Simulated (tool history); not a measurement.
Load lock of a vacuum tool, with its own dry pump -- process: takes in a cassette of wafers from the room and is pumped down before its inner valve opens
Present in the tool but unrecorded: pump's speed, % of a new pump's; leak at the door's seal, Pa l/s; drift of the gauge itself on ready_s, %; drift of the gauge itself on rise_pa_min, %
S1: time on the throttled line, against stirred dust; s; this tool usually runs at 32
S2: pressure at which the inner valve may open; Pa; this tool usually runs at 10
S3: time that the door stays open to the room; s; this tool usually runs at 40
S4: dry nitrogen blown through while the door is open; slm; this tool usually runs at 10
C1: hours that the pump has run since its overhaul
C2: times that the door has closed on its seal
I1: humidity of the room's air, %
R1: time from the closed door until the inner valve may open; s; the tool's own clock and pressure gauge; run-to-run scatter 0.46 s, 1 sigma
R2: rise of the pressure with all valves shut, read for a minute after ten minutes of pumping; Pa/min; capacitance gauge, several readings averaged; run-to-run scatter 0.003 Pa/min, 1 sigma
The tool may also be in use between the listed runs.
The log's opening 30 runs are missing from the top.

{"run": 31, "hour": 8384.0, "S1": 32, "S2": 13, "S3": 30, "S4": 38, "C1": 12901, "C2": 14548, "I1": 48.9, "R1": 65.1, "R2": 0.029}
{"run": 32, "hour": 8542.1, "S1": 58, "S2": 7, "S3": 30, "S4": 38, "C1": 13060, "C2": 15293, "I1": 43.7, "R1": 88.2, "R2": 0.028}
{"run": 33, "hour": 8845.6, "S1": 44, "S2": 9, "S3": 206, "S4": 10, "C1": 13363, "C2": 16723, "I1": 44.5, "R1": 74.7, "R2": 0.089}
{"run": 34, "hour": 9153.8, "S1": 21, "S2": 9, "S3": 206, "S4": 15, "C1": 13671, "C2": 18175, "I1": 41.5, "R1": 57.7, "R2": 0.07}
{"run": 35, "hour": 9443.9, "S1": 54, "S2": 14, "S3": 37, "S4": 5, "C1": 13961, "C2": 19542, "I1": 42.5, "R1": 82.3, "R2": 0.065}
{"run": 36, "hour": 9744.1, "S1": 32, "S2": 15, "S3": 84, "S4": 13, "C1": 14262, "C2": 20956, "I1": 41.7, "R1": 63.7, "R2": 0.062}
{"run": 37, "hour": 10039.6, "S1": 32, "S2": 13, "S3": 79, "S4": 27, "C1": 14557, "C2": 22348, "I1": 46.2, "R1": 64.3, "R2": 0.054}
{"run": 38, "hour": 10296.6, "S1": 22, "S2": 9, "S3": 35, "S4": 40, "C1": 14814, "C2": 23559, "I1": 47, "R1": 58.9, "R2": 0.042}

3 options for the next run, each taken on its own from the tool as it stands now. Forecast them:
{"run": "A", "hour": 10462.6, "S1": 21, "S2": 8, "S3": 40, "S4": 10, "C1": 14980, "C2": 24341, "I1": 46.5, "R1": "?", "R2": "?"}
{"run": "B", "hour": 10462.6, "S1": 32, "S2": 10, "S3": 40, "S4": 6, "C1": 14980, "C2": 24341, "I1": 43.9, "R1": "?", "R2": "?"}
{"run": "C", "hour": 10462.6, "S1": 22, "S2": 14, "S3": 35, "S4": 7, "C1": 14980, "C2": 24341, "I1": 43.9, "R1": "?", "R2": "?"}

run=A R1=58.9 R2=0.064
run=B R1=66.3 R2=0.069
run=C R1=56.8 R2=0.069
What these runs would have given with no unlogged condition in the tool:
run=A R1=50.9 R2=0.036
run=B R1=59 R2=0.041
run=C R1=49.4 R2=0.04

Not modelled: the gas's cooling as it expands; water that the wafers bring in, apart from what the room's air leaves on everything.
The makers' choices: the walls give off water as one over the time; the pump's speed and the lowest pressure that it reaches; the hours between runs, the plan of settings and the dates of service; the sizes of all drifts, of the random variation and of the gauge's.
